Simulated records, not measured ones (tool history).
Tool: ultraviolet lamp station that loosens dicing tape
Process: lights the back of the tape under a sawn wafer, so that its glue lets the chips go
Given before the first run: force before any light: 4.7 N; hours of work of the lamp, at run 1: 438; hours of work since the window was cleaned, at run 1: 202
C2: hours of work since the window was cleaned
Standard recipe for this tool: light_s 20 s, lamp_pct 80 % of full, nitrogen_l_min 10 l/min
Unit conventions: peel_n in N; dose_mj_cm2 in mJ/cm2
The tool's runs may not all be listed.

run 1 hour=0 | light_s=20 lamp_pct=80 nitrogen_l_min=10 | hours_of_work_of_the_lamp=438 C2=202 | peel_n=0.586 dose_mj_cm2=457
run 2 hour=17.4 | light_s=20 lamp_pct=97 nitrogen_l_min=10 | hours_of_work_of_the_lamp=449 C2=213 | peel_n=0.393 dose_mj_cm2=557
run 3 hour=41 | light_s=20 lamp_pct=97 nitrogen_l_min=10 | hours_of_work_of_the_lamp=464 C2=228 | peel_n=0.411 dose_mj_cm2=545
run 4 hour=65.1 | light_s=20 lamp_pct=80 nitrogen_l_min=3 | hours_of_work_of_the_lamp=480 C2=243 | peel_n=1.268 dose_mj_cm2=444
run 5 hour=86.5 | light_s=20 lamp_pct=80 nitrogen_l_min=10 | hours_of_work_of_the_lamp=493 C2=257 | peel_n=0.642 dose_mj_cm2=440
run 6 hour=116.7 | light_s=20 lamp_pct=80 nitrogen_l_min=10 | hours_of_work_of_the_lamp=513 C2=276 | peel_n=0.679 dose_mj_cm2=424
run 7 hour=141.1 | light_s=31 lamp_pct=67 nitrogen_l_min=19 | hours_of_work_of_the_lamp=528 C2=292 | peel_n=0.26 dose_mj_cm2=550
run 8 hour=161.3 | light_s=35 lamp_pct=67 nitrogen_l_min=15 | hours_of_work_of_the_lamp=541 C2=305 | peel_n=0.222 dose_mj_cm2=614
-- hour=171.1 window cleaned of glue's vapour
run 9 hour=182.5 | light_s=35 lamp_pct=67 nitrogen_l_min=15 | hours_of_work_of_the_lamp=555 C2=7 | peel_n=0.146 dose_mj_cm2=724
run 10 hour=209.7 | light_s=35 lamp_pct=60 nitrogen_l_min=14 | hours_of_work_of_the_lamp=572 C2=25 | peel_n=0.212 dose_mj_cm2=647
run 11 hour=228.9 | light_s=10 lamp_pct=78 nitrogen_l_min=16 | hours_of_work_of_the_lamp=584 C2=37 | peel_n=1.281 dose_mj_cm2=235
run 12 hour=258.7 | light_s=38 lamp_pct=61 nitrogen_l_min=5 | hours_of_work_of_the_lamp=603 C2=56 | peel_n=0.418 dose_mj_cm2=695

Forecast each of these 5 alternatives for the next run:
run A hour=279.4 | light_s=20 lamp_pct=97 nitrogen_l_min=4 | hours_of_work_of_the_lamp=616 C2=69 | peel_n=? dose_mj_cm2=?
run B hour=279.4 | light_s=20 lamp_pct=61 nitrogen_l_min=10 | hours_of_work_of_the_lamp=616 C2=69 | peel_n=? dose_mj_cm2=?
run C hour=279.4 | light_s=20 lamp_pct=64 nitrogen_l_min=11 | hours_of_work_of_the_lamp=616 C2=69 | peel_n=? dose_mj_cm2=?
run D hour=279.4 | light_s=14 lamp_pct=61 nitrogen_l_min=7 | hours_of_work_of_the_lamp=616 C2=69 | peel_n=? dose_mj_cm2=?
run E hour=279.4 | light_s=15 lamp_pct=79 nitrogen_l_min=13 | hours_of_work_of_the_lamp=616 C2=69 | peel_n=? dose_mj_cm2=?

run=A peel_n=0.726 dose_mj_cm2=571
run=B peel_n=0.898 dose_mj_cm2=360
run=C peel_n=0.769 dose_mj_cm2=377
run=D peel_n=1.69 dose_mj_cm2=251
run=E peel_n=0.819 dose_mj_cm2=352
Without the tool's hidden state the same runs would have given:
run=A peel_n=0.482 dose_mj_cm2=707
run=B peel_n=0.618 dose_mj_cm2=445
run=C peel_n=0.516 dose_mj_cm2=467
run=D peel_n=1.329 dose_mj_cm2=310
run=E peel_n=0.557 dose_mj_cm2=436
